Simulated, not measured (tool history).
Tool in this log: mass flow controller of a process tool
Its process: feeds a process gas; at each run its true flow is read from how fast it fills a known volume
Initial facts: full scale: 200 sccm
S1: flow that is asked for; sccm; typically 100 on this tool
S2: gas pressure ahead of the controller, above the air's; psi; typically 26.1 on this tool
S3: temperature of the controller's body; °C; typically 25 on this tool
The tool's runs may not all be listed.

run 1 hour=0 | S1=100 S2=26.1 S3=25 | true_flow_(%)=98.83
run 2 hour=149.7 | S1=100 S2=26.1 S3=25 | true_flow_(%)=98.76
run 3 hour=233.9 | S1=100 S2=26.1 S3=25 | true_flow_(%)=98.67
run 4 hour=431.9 | S1=100 S2=26.1 S3=20 | true_flow_(%)=97.92
run 5 hour=561.3 | S1=100 S2=26.1 S3=20 | true_flow_(%)=97.83
run 6 hour=703.3 | S1=100 S2=26.1 S3=25 | true_flow_(%)=98.22
run 7 hour=826.1 | S1=100 S2=26.1 S3=25 | true_flow_(%)=98.09
run 8 hour=1010.4 | S1=100 S2=40 S3=25 | true_flow_(%)=97.84
run 9 hour=1160 | S1=103 S2=40.2 S3=25 | true_flow_(%)=97.92
run 10 hour=1317.7 | S1=103 S2=40.2 S3=25 | true_flow_(%)=97.72
run 11 hour=1494.1 | S1=30 S2=28.7 S3=33 | true_flow_(%)=97.55
run 12 hour=1587.1 | S1=134 S2=34.7 S3=37 | true_flow_(%)=98.84
run 13 hour=1669.2 | S1=134 S2=34.7 S3=37 | true_flow_(%)=99.06
run 14 hour=1761.7 | S1=134 S2=34.7 S3=37 | true_flow_(%)=98.97
run 15 hour=1900.1 | S1=100 S2=24.5 S3=29 | true_flow_(%)=97.78

Below, some changes in true flow (%) between adjacent runs. For each, the amount present without the hidden state too (settings, incoming material, random variation) and the amount remaining for the hidden state with gauge scatter not shared by both compared results:
What the log doesn't record here: flow at rest that the sensor doesn't see, % of full scale; true flow over the shown one, %; drift of the gauge itself on true_pct, %.
Run 10 -> 11: S1 103 -> 30, S2 40.2 -> 28.7, S3 25 -> 33. true flow (%) -0.17: hidden state -0.16, all else -0.01.
Run 11 -> 12: S1 30 -> 134, S2 28.7 -> 34.7, S3 33 -> 37. true flow (%) +1.29: hidden state -0.07, all else +1.36.

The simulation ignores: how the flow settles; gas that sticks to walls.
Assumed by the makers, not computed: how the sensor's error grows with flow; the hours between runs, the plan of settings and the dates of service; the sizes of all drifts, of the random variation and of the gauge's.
